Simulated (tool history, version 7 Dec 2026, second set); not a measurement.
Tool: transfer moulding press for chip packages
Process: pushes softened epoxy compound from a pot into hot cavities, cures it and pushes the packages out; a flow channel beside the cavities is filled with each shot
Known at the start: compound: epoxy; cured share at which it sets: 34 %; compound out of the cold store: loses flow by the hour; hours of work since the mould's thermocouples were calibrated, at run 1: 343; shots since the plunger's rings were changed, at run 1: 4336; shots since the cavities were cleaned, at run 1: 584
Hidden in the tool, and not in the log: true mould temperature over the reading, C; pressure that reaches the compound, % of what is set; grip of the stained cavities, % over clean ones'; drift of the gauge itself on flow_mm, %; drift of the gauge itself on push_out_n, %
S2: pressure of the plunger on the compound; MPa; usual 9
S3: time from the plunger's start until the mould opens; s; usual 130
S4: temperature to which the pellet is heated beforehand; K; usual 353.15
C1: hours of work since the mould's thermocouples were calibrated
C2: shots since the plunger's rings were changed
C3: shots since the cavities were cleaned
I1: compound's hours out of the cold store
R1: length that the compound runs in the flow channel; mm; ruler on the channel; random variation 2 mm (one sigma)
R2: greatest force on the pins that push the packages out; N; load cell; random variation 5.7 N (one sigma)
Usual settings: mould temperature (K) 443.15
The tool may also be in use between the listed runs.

{"run": 1, "day": 0.0, "mould temperature (K)": 443.15, "S2": 9, "S3": 130, "S4": 353.15, "C1": 343, "C2": 4336, "C3": 584, "I1": 13.7, "R1": 746, "R2": 305}
{"run": 2, "day": 0.692, "mould temperature (K)": 443.15, "S2": 9, "S3": 122, "S4": 353.15, "C1": 351, "C2": 4457, "C3": 705, "I1": 27.2, "R1": 718, "R2": 326}
{"day": 0.979, "done": "plunger's sealing rings changed"}
{"run": 3, "day": 1.517, "mould temperature (K)": 443.15, "S2": 9, "S3": 130, "S4": 353.15, "C1": 360, "C2": 94, "C3": 831, "I1": 33.6, "R1": 748, "R2": 310}
{"run": 4, "day": 1.988, "mould temperature (K)": 443.15, "S2": 9, "S3": 130, "S4": 353.15, "C1": 365, "C2": 176, "C3": 913, "I1": 39, "R1": 735, "R2": 323}
{"run": 5, "day": 2.333, "mould temperature (K)": 443.15, "S2": 9, "S3": 130, "S4": 363.15, "C1": 369, "C2": 237, "C3": 974, "I1": 13.9, "R1": 783, "R2": 323}
{"day": 2.692, "done": "cavities cleaned with cleaning compound and waxed"}
{"run": 6, "day": 3.038, "mould temperature (K)": 448.15, "S2": 9, "S3": 130, "S4": 353.15, "C1": 376, "C2": 348, "C3": 59, "I1": 14.5, "R1": 766, "R2": 329}
{"run": 7, "day": 3.683, "mould temperature (K)": 448.15, "S2": 9, "S3": 130, "S4": 353.15, "C1": 384, "C2": 462, "C3": 173, "I1": 21.4, "R1": 747, "R2": 330}
{"run": 8, "day": 4.225, "mould temperature (K)": 448.15, "S2": 9, "S3": 130, "S4": 353.15, "C1": 390, "C2": 556, "C3": 267, "I1": 29, "R1": 734, "R2": 337}
{"run": 9, "day": 4.558, "mould temperature (K)": 448.15, "S2": 9, "S3": 130, "S4": 353.15, "C1": 394, "C2": 615, "C3": 326, "I1": 30.9, "R1": 730, "R2": 336}
{"run": 10, "day": 4.912, "mould temperature (K)": 443.15, "S2": 9, "S3": 130, "S4": 353.15, "C1": 398, "C2": 676, "C3": 387, "I1": 24.5, "R1": 753, "R2": 376}
{"day": 5.738, "done": "cavities cleaned with cleaning compound and waxed, once more"}
{"run": 11, "day": 5.738, "mould temperature (K)": 443.15, "S2": 9, "S3": 130, "S4": 353.15, "C1": 406, "C2": 809, "C3": 0, "I1": 42.6, "R1": 722, "R2": 213}
{"run": 12, "day": 6.158, "mould temperature (K)": 443.15, "S2": 9, "S3": 130, "S4": 353.15, "C1": 411, "C2": 883, "C3": 74, "I1": 27.5, "R1": 749, "R2": 213}
{"run": 13, "day": 6.5, "mould temperature (K)": 443.15, "S2": 9, "S3": 130, "S4": 353.15, "C1": 415, "C2": 943, "C3": 134, "I1": 17.8, "R1": 769, "R2": 245}
{"run": 14, "day": 7.038, "mould temperature (K)": 443.15, "S2": 9, "S3": 122, "S4": 344.15, "C1": 421, "C2": 1037, "C3": 228, "I1": 11.5, "R1": 782, "R2": 299}
{"run": 15, "day": 7.75, "mould temperature (K)": 440.15, "S2": 9, "S3": 117, "S4": 353.15, "C1": 429, "C2": 1161, "C3": 352, "I1": 31.8, "R1": 750, "R2": 379}
{"run": 16, "day": 8.188, "mould temperature (K)": 438.15, "S2": 9, "S3": 155, "S4": 362.15, "C1": 434, "C2": 1238, "C3": 429, "I1": 16.3, "R1": 786, "R2": 268}
{"run": 17, "day": 8.85, "mould temperature (K)": 438.15, "S2": 9, "S3": 155, "S4": 357.15, "C1": 442, "C2": 1353, "C3": 544, "I1": 16.4, "R1": 784, "R2": 297}
{"run": 18, "day": 9.267, "mould temperature (K)": 441.15, "S2": 7.32, "S3": 142, "S4": 361.15, "C1": 447, "C2": 1426, "C3": 617, "I1": 36.4, "R1": 660, "R2": 293}
{"run": 19, "day": 9.717, "mould temperature (K)": 441.15, "S2": 9.99, "S3": 142, "S4": 361.15, "C1": 452, "C2": 1505, "C3": 696, "I1": 36.3, "R1": 768, "R2": 292}
{"run": 20, "day": 10.417, "mould temperature (K)": 436.15, "S2": 7.02, "S3": 130, "S4": 356.15, "C1": 460, "C2": 1627, "C3": 818, "I1": 10.1, "R1": 714, "R2": 514}
{"run": 21, "day": 11.112, "mould temperature (K)": 436.15, "S2": 7.02, "S3": 130, "S4": 356.15, "C1": 468, "C2": 1748, "C3": 939, "I1": 14.9, "R1": 701, "R2": 500}
{"run": 22, "day": 11.529, "mould temperature (K)": 436.15, "S2": 7.02, "S3": 130, "S4": 356.15, "C1": 472, "C2": 1821, "C3": 1012, "I1": 35.6, "R1": 662, "R2": 464}
{"day": 11.654, "done": "cavities cleaned with cleaning compound and waxed"}
{"run": 23, "day": 12.262, "mould temperature (K)": 446.15, "S2": 6.96, "S3": 122, "S4": 345.15, "C1": 480, "C2": 1939, "C3": 107, "I1": 44.3, "R1": 615, "R2": 217}
{"run": 24, "day": 12.625, "mould temperature (K)": 437.15, "S2": 9, "S3": 130, "S4": 357.15, "C1": 484, "C2": 2002, "C3": 170, "I1": 32.2, "R1": 751, "R2": 353}
{"run": 25, "day": 13.217, "mould temperature (K)": 437.15, "S2": 9, "S3": 130, "S4": 357.15, "C1": 491, "C2": 2105, "C3": 273, "I1": 8.3, "R1": 800, "R2": 385}

Forecast each of these 4 alternatives for the next run:
{"run": "A", "day": 13.562, "mould temperature (K)": 437.15, "S2": 9, "S3": 163, "S4": 357.15, "C1": 495, "C2": 2165, "C3": 333, "I1": 21.5, "R1": "?", "R2": "?"}
{"run": "B", "day": 13.562, "mould temperature (K)": 437.15, "S2": 9, "S3": 110, "S4": 357.15, "C1": 495, "C2": 2165, "C3": 333, "I1": 44.3, "R1": "?", "R2": "?"}
{"run": "C", "day": 13.562, "mould temperature (K)": 444.15, "S2": 7.31, "S3": 130, "S4": 357.15, "C1": 495, "C2": 2165, "C3": 333, "I1": 42.2, "R1": "?", "R2": "?"}
{"run": "D", "day": 13.562, "mould temperature (K)": 451.15, "S2": 9.94, "S3": 130, "S4": 362.15, "C1": 495, "C2": 2165, "C3": 333, "I1": 24.3, "R1": "?", "R2": "?"}

run=A R1=774 R2=255
run=B R1=725 R2=504
run=C R1=634 R2=259
run=D R1=754 R2=227
Without the tool's hidden state the same runs would have given:
run=A R1=794 R2=188
run=B R1=744 R2=363
run=C R1=651 R2=195
run=D R1=775 R2=174
